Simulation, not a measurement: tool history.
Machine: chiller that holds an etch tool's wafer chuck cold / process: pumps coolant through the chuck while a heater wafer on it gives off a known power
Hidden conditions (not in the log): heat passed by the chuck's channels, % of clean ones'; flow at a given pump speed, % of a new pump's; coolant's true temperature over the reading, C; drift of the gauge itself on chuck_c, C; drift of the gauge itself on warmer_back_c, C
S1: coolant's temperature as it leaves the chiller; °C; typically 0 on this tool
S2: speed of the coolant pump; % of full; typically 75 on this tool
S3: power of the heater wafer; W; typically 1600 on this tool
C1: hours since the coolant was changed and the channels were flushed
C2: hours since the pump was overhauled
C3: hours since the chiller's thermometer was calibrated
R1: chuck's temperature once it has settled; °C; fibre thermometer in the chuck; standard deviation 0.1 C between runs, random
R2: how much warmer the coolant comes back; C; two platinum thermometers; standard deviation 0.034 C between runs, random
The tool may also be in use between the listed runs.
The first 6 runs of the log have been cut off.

{"run": 7, "day": 25.288, "S1": 0, "S2": 75, "S3": 1890, "C1": 1236, "C2": 4231, "C3": 689, "R1": 13.6, "R2": 6.42}
{"run": 8, "day": 30.383, "S1": 0, "S2": 75, "S3": 1890, "C1": 1358, "C2": 4353, "C3": 811, "R1": 13.1, "R2": 6.45}
{"run": 9, "day": 33.325, "S1": 0, "S2": 75, "S3": 1890, "C1": 1429, "C2": 4424, "C3": 882, "R1": 13.3, "R2": 6.44}
{"run": 10, "day": 39.117, "S1": 0, "S2": 75, "S3": 2196, "C1": 1568, "C2": 4563, "C3": 1021, "R1": 15.3, "R2": 7.43}
{"run": 11, "day": 43.421, "S1": 0, "S2": 75, "S3": 2196, "C1": 1671, "C2": 4666, "C3": 1124, "R1": 15.5, "R2": 7.42}
{"run": 12, "day": 47.692, "S1": -2, "S2": 75, "S3": 1600, "C1": 1774, "C2": 4769, "C3": 1227, "R1": 9.2, "R2": 5.41}
{"run": 13, "day": 50.317, "S1": -2, "S2": 75, "S3": 1600, "C1": 1837, "C2": 4832, "C3": 1290, "R1": 9.3, "R2": 5.31}
{"run": 14, "day": 55.638, "S1": -2, "S2": 75, "S3": 1600, "C1": 1964, "C2": 4960, "C3": 1417, "R1": 9.1, "R2": 5.36}
{"run": 15, "day": 58.275, "S1": -2, "S2": 75, "S3": 1600, "C1": 2028, "C2": 5023, "C3": 1481, "R1": 9.4, "R2": 5.32}
{"run": 16, "day": 63.746, "S1": -2, "S2": 75, "S3": 1600, "C1": 2159, "C2": 5154, "C3": 1612, "R1": 9.1, "R2": 5.32}
{"run": 17, "day": 69.279, "S1": -6, "S2": 86, "S3": 872, "C1": 2292, "C2": 5287, "C3": 1745, "R1": -0.3, "R2": 2.39}
{"day": 70.404, "done": "coolant pump overhauled"}
{"run": 18, "day": 75.429, "S1": -6, "S2": 86, "S3": 872, "C1": 2434, "C2": 121, "C3": 1887, "R1": -0.6, "R2": 2.41}
{"run": 19, "day": 80.854, "S1": -6, "S2": 75, "S3": 1255, "C1": 2565, "C2": 251, "C3": 2017, "R1": 2.8, "R2": 4.04}
{"run": 20, "day": 84.075, "S1": 1, "S2": 85, "S3": 2205, "C1": 2642, "C2": 328, "C3": 2095, "R1": 15.1, "R2": 6.43}
{"run": 21, "day": 87.454, "S1": -3, "S2": 87, "S3": 1399, "C1": 2723, "C2": 409, "C3": 2176, "R1": 5.5, "R2": 3.85}

What will run 22 give?
{"run": 22, "day": 90.658, "S1": -4, "S2": 87, "S3": 1399, "C1": 2800, "C2": 486, "C3": 2253, "R1": "?", "R2": "?"}

{"run 22": {"R1": 4.7, "R2": 3.84}}
Had the tool carried no hidden state, the very same run would have given R1 4.6 °C, R2 4.16 C.
